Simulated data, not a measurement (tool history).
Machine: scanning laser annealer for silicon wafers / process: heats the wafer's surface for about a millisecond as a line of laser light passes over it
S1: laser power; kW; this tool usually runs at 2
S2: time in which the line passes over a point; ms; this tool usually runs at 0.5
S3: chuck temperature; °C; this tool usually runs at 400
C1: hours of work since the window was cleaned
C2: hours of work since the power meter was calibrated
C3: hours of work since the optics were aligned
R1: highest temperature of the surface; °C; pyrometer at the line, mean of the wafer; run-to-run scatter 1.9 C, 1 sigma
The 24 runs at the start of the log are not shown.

Run 25, day 13.971: usual settings but S1 1.724 kW, S3 377 °C; C1 162; C2 34; C3 181. Result: R1 1049 °C.
Run 26, day 14.579: usual settings but S1 1.768 kW, S2 0.42 ms, S3 411 °C; C1 170; C2 42; C3 189. Result: R1 1041 °C.
Run 27, day 15.188: usual settings but S1 1.768 kW, S2 0.42 ms, S3 411 °C; C1 178; C2 50; C3 197. Result: R1 1045 °C.
Run 28, day 15.496: usual settings but S1 1.768 kW, S2 0.42 ms, S3 411 °C; C1 182; C2 54; C3 201. Result: R1 1044 °C.
Run 29, day 15.929: usual settings but S1 1.809 kW, S3 413 °C; C1 188; C2 60; C3 207. Result: R1 1115 °C.
Run 30, day 16.446: usual settings but S1 1.781 kW, S2 0.455 ms, S3 429 °C; C1 195; C2 67; C3 214. Result: R1 1090 °C.
Run 31, day 17.046: usual settings but S1 1.781 kW, S2 0.455 ms, S3 429 °C; C1 203; C2 75; C3 222. Result: R1 1087 °C.
Run 32, day 17.496: usual settings but S3 433 °C; C1 209; C2 81; C3 228. Result: R1 1199 °C.
Run 33, day 17.958: usual settings but S1 2.124 kW; C1 215; C2 87; C3 234. Result: R1 1206 °C.
Run 34, day 18.671: usual settings but S1 1.809 kW, S2 0.569 ms, S3 383 °C; C1 225; C2 96; C3 244. Result: R1 1127 °C.
Run 35, day 19.158: usual settings but S2 0.562 ms; C1 231; C2 103; C3 250. Result: R1 1212 °C.

Each row is a separate what-if for the run after 35, all from the same tool condition, not one after another. Results?
Run A, day 19.608: usual settings but S1 1.818 kW, S3 428 °C; C1 237; C2 109; C3 256. Result: R1 ?.
Run B, day 19.608: usual settings but S1 1.701 kW, S2 0.562 ms; C1 237; C2 109; C3 256. Result: R1 ?.
Run C, day 19.608: usual settings but S1 2.001 kW, S2 0.548 ms, S3 401 °C; C1 237; C2 109; C3 256. Result: R1 ?.
Run D, day 19.608: usual settings but S1 2.071 kW, S2 0.559 ms, S3 376 °C; C1 237; C2 109; C3 256. Result: R1 ?.
Run E, day 19.608: usual settings but S1 1.786 kW, S2 0.538 ms, S3 396 °C; C1 237; C2 109; C3 256. Result: R1 ?.

run    R1
  A  1128
  B  1096
  C  1203
  D  1205
  E  1109
Take away the tool's hidden state, keep each run's random variation, and the runs would have read:
run    R1
  A  1137
  B  1105
  C  1213
  D  1216
  E  1118

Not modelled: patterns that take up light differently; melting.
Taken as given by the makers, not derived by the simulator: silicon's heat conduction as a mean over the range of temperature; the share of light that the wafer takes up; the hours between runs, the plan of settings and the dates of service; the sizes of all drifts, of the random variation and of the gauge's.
